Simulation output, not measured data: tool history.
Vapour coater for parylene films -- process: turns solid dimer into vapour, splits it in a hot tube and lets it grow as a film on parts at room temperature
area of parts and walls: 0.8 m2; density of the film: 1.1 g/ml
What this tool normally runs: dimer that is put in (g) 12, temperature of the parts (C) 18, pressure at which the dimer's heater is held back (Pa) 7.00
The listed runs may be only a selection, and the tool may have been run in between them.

run     day  dimer that is put in (g)  temperature of the parts (C)  pressure at which the dimer's heater is held back (Pa)  thickness of the film (nm)
  1   0.000                        12                            18                                                    7.00                        6180
  2   0.883                        16                            18                                                    7.00                        8160
  3   1.529                        16                            18                                                    7.00                        8250
  4   2.321                        12                            25                                                    7.00                        5140
  5   3.071                        12                            25                                                    7.00                        5200
  6   3.746                        12                            18                                                    7.00                        6110
  7   4.262                        12                            18                                                    7.00                        6030
      4.829  -- trap's valve overhauled
  8   4.983                        12                            18                                                    7.00                        6710
  9   5.550                        12                            18                                                    7.00                        6780
 10   6.558                        12                            18                                                    7.00                        6760
 11   7.462                         8                            18                                                    7.00                        4460
 12   8.408                        12                            18                                                    2.53                        7680
 13   9.229                        12                            18                                                    4.08                        7190
 14  10.242                        12                            18                                                    4.08                        7110
 15  10.904                        12                            18                                                    7.95                        6600
 16  11.700                        12                            12                                                    7.95                        7600
 17  12.171                        12                            13                                                    7.00                        7430
 18  12.696                        12                            13                                                    7.00                        7390
 19  13.142                        12                            13                                                    7.00                        7470
 20  13.567                         8                            18                                                    7.00                        4370
 21  14.446                         8                            18                                                    7.00                        4360
 22  14.879                         8                            17                                                    7.00                        4420
 23  15.588                         8                            17                                                    7.00                        4430
 24  16.058                        12                            22                                                    7.00                        5930
 25  16.662                        12                            18                                                   10.23                        6200
 26  17.267                        20                            18                                                    5.92                       10970
 27  17.879                        12                            23                                                    8.61                        5590
 28  18.388                        12                            19                                                   11.84                        5930
 29  19.417                        12                            17                                                   11.84                        6210
 30  20.029                        12                            17                                                   11.84                        6070
 31  20.846                        12                            17                                                   11.84                        6080
 32  21.638                         7                            15                                                    2.21                        4650
 33  22.312                         7                            15                                                    2.21                        4710
 34  23.104                         7                            15                                                    2.21                        4570
 35  24.108                         7                            15                                                    2.21                        4570
 36  25.129                         6                            13                                                    2.62                        4030
 37  25.546                        11                            26                                                    2.62                        5360
 38  26.125                        11                            26                                                    2.62                        5400
 39  27.012                        11                            26                                                    2.62                        5410
 40  27.617                         7                            18                                                    7.00                        3640
 41  28.083                         7                            21                                                    9.41                        3170
 42  28.558                         8                            11                                                    5.03                        5110
 43  29.300                         8                            27                                                    8.73                        3260
 44  30.138                        19                            18                                                    6.44                        9860
 45  30.958                        18                            18                                                    6.44                        9420
 46  31.433                         7                            23                                                    2.60                        3610

Each row is a separate what-if for the run after 46, all from the same tool condition, not one after another. Results?
  A  32.238                        10                            26                                                    4.03                           ?
  B  32.238                         8                            12                                                    2.20                           ?
  C  32.238                        12                            25                                                    3.94                           ?
  D  32.238                        17                            22                                                    7.00                           ?
  E  32.238                        16                            24                                                    3.68                           ?

run  thickness of the film (nm)
  A                        4490
  B                        5430
  C                        5540
  D                        7850
  E                        7650
With no hidden state in the tool, these same runs would have given:
run  thickness of the film (nm)
  A                        5050
  B                        6110
  C                        6220
  D                        8810
  E                        8600
